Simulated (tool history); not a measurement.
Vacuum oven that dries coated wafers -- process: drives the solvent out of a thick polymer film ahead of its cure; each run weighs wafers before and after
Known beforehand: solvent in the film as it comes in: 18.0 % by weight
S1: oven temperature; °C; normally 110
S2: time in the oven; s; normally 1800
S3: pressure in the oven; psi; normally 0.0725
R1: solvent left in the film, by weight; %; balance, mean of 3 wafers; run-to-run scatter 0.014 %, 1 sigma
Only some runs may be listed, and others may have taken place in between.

run 1 hour=0 | S1=110 S2=1800 S3=0.0725 | R1=2.88
run 2 hour=30 | S1=110 S2=1800 S3=0.0725 | R1=2.91
-- hour=58.5 oven's thermocouples calibrated
run 3 hour=70.9 | S1=110 S2=1800 S3=0.0725 | R1=3.2
run 4 hour=99.3 | S1=110 S2=1800 S3=0.0725 | R1=3.2
run 5 hour=147.9 | S1=122 S2=1800 S3=0.0725 | R1=1.3
run 6 hour=187.4 | S1=108 S2=1800 S3=0.0725 | R1=3.6
run 7 hour=217.6 | S1=110 S2=1800 S3=0.0725 | R1=3.2
run 8 hour=245.5 | S1=110 S2=1800 S3=0.0725 | R1=3.17
run 9 hour=281.5 | S1=110 S2=1800 S3=0.0725 | R1=3.2
run 10 hour=312.3 | S1=110 S2=1740 S3=0.0725 | R1=3.35
run 11 hour=356.7 | S1=110 S2=1740 S3=0.0725 | R1=3.33
run 12 hour=407.2 | S1=110 S2=1740 S3=0.0725 | R1=3.32
run 13 hour=456.9 | S1=110 S2=1740 S3=0.0725 | R1=3.32
run 14 hour=495.6 | S1=110 S2=1740 S3=0.0725 | R1=3.32
run 15 hour=529.9 | S1=119 S2=1800 S3=0.0725 | R1=1.64
run 16 hour=565.8 | S1=119 S2=1800 S3=0.0725 | R1=1.66
run 17 hour=617.8 | S1=119 S2=1800 S3=0.0396 | R1=1.57
run 18 hour=658.9 | S1=101 S2=3180 S3=0.0725 | R1=2.46
-- hour=663.2 vacuum gauge cleaned of residue and calibrated
run 19 hour=712.5 | S1=101 S2=3180 S3=0.0725 | R1=2.58
run 20 hour=737.8 | S1=101 S2=1320 S3=0.1056 | R1=6.89
run 21 hour=762.3 | S1=100 S2=1320 S3=0.1056 | R1=7.15
run 22 hour=796.1 | S1=110 S2=1320 S3=0.2699 | R1=5.25
-- hour=807 vacuum gauge cleaned of residue and calibrated, once more
run 23 hour=841 | S1=111 S2=1320 S3=0.2699 | R1=4.78
run 24 hour=885.5 | S1=111 S2=1320 S3=0.2699 | R1=4.75
run 25 hour=912.6 | S1=111 S2=2340 S3=0.2754 | R1=2.35
run 26 hour=940.3 | S1=110 S2=960 S3=0.0531 | R1=6.11
run 27 hour=977.3 | S1=110 S2=960 S3=0.0531 | R1=6.07
run 28 hour=1010.8 | S1=114 S2=1140 S3=0.0725 | R1=4.36
run 29 hour=1060.7 | S1=117 S2=1200 S3=0.2476 | R1=3.86
run 30 hour=1099.3 | S1=110 S2=2100 S3=0.0764 | R1=2.32
run 31 hour=1153.6 | S1=119 S2=1320 S3=0.2074 | R1=2.93
run 32 hour=1181.8 | S1=117 S2=1800 S3=0.1069 | R1=1.83
run 33 hour=1219.2 | S1=117 S2=1800 S3=0.0693 | R1=1.74

What would each run have given without the hidden state, its run-to-run variation left as it was?
The hidden state here: true wafer temperature over the reading, C; true pressure over the reading, kPa; drift of the gauge itself on solvent_pct, %.
run=1 R1=3.09
run=2 R1=3.12
run=3 R1=3.08
run=4 R1=3.09
run=5 R1=1.22
run=6 R1=3.5
run=7 R1=3.1
run=8 R1=3.08
run=9 R1=3.11
run=10 R1=3.27
run=11 R1=3.26
run=12 R1=3.25
run=13 R1=3.26
run=14 R1=3.27
run=15 R1=1.59
run=16 R1=1.61
run=17 R1=1.53
run=18 R1=2.36
run=19 R1=2.34
run=20 R1=6.78
run=21 R1=7.04
run=22 R1=5.18
run=23 R1=4.94
run=24 R1=4.92
run=25 R1=2.47
run=26 R1=6.29
run=27 R1=6.25
run=28 R1=4.54
run=29 R1=4.05
run=30 R1=2.47
run=31 R1=3.11
run=32 R1=1.97
run=33 R1=1.88
